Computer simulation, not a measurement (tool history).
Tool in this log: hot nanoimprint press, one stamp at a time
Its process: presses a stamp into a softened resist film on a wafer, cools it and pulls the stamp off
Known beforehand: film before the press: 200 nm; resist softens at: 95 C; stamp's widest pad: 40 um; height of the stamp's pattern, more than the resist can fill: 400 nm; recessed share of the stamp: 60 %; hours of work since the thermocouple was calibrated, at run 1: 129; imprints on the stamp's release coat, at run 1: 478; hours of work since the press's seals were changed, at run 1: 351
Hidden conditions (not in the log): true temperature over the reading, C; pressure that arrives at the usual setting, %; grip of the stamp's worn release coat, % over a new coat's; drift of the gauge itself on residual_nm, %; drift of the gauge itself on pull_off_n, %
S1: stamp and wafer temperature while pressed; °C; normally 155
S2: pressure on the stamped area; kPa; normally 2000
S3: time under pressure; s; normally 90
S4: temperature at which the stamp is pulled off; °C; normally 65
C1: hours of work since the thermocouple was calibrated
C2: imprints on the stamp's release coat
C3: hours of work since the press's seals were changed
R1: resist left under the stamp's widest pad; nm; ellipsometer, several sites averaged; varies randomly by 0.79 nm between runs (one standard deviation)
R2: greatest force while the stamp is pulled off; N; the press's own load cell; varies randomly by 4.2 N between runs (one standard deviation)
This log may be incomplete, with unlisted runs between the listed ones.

run 1 hour=0 | S1=155 S2=2000 S3=90 S4=65 | C1=129 C2=478 C3=351 | R1=102.3 R2=227
run 2 hour=16.2 | S1=155 S2=2000 S3=90 S4=65 | C1=136 C2=502 C3=358 | R1=102.8 R2=225
run 3 hour=36.6 | S1=148 S2=2000 S3=90 S4=65 | C1=145 C2=532 C3=368 | R1=134.7 R2=234
run 4 hour=63.5 | S1=148 S2=2000 S3=90 S4=65 | C1=157 C2=571 C3=380 | R1=135.4 R2=231
run 5 hour=91.3 | S1=148 S2=2000 S3=90 S4=65 | C1=170 C2=612 C3=392 | R1=133.7 R2=231
run 6 hour=113.7 | S1=154 S2=2000 S3=90 S4=65 | C1=180 C2=644 C3=402 | R1=105.1 R2=223
run 7 hour=141 | S1=155 S2=2000 S3=90 S4=65 | C1=192 C2=684 C3=414 | R1=101.7 R2=237
run 8 hour=158.7 | S1=149 S2=2000 S3=90 S4=65 | C1=200 C2=710 C3=422 | R1=129 R2=230
run 9 hour=178.5 | S1=149 S2=2000 S3=90 S4=65 | C1=209 C2=739 C3=431 | R1=128 R2=246
run 10 hour=195.3 | S1=149 S2=2000 S3=90 S4=65 | C1=216 C2=764 C3=438 | R1=129.4 R2=248
run 11 hour=208.8 | S1=149 S2=2000 S3=90 S4=65 | C1=222 C2=783 C3=444 | R1=127.3 R2=239
run 12 hour=228.3 | S1=151 S2=2000 S3=90 S4=65 | C1=231 C2=812 C3=453 | R1=119.2 R2=247
run 13 hour=245.5 | S1=151 S2=2000 S3=90 S4=65 | C1=239 C2=837 C3=461 | R1=118.2 R2=238
run 14 hour=275.1 | S1=151 S2=2000 S3=90 S4=65 | C1=252 C2=880 C3=474 | R1=116.7 R2=247
run 15 hour=294 | S1=151 S2=1210 S3=51 S4=65 | C1=260 C2=908 C3=483 | R1=158.3 R2=245
run 16 hour=314.7 | S1=155 S2=2640 S3=167 S4=65 | C1=270 C2=938 C3=492 | R1=70.2 R2=244
run 17 hour=341.8 | S1=163 S2=2030 S3=49 S4=52 | C1=282 C2=978 C3=504 | R1=89.3 R2=324
-- hour=358 stamp cleaned and given a new release coat
run 18 hour=366.9 | S1=145 S2=2000 S3=157 S4=65 | C1=290 C2=13 C3=512 | R1=126.6 R2=202
run 19 hour=395.8 | S1=158 S2=1280 S3=119 S4=58 | C1=303 C2=56 C3=525 | R1=97.1 R2=236

The next listed run, before its measurement:
run 20 hour=413.3 | S1=155 S2=1670 S3=113 S4=61 | C1=311 C2=81 C3=533 | R1=? R2=?

R1: 98.5 nm
R2: 214 N
Were there no unlogged condition in the tool, this run, its random variation unchanged, would have produced R1 103.5 nm, R2 215 N.
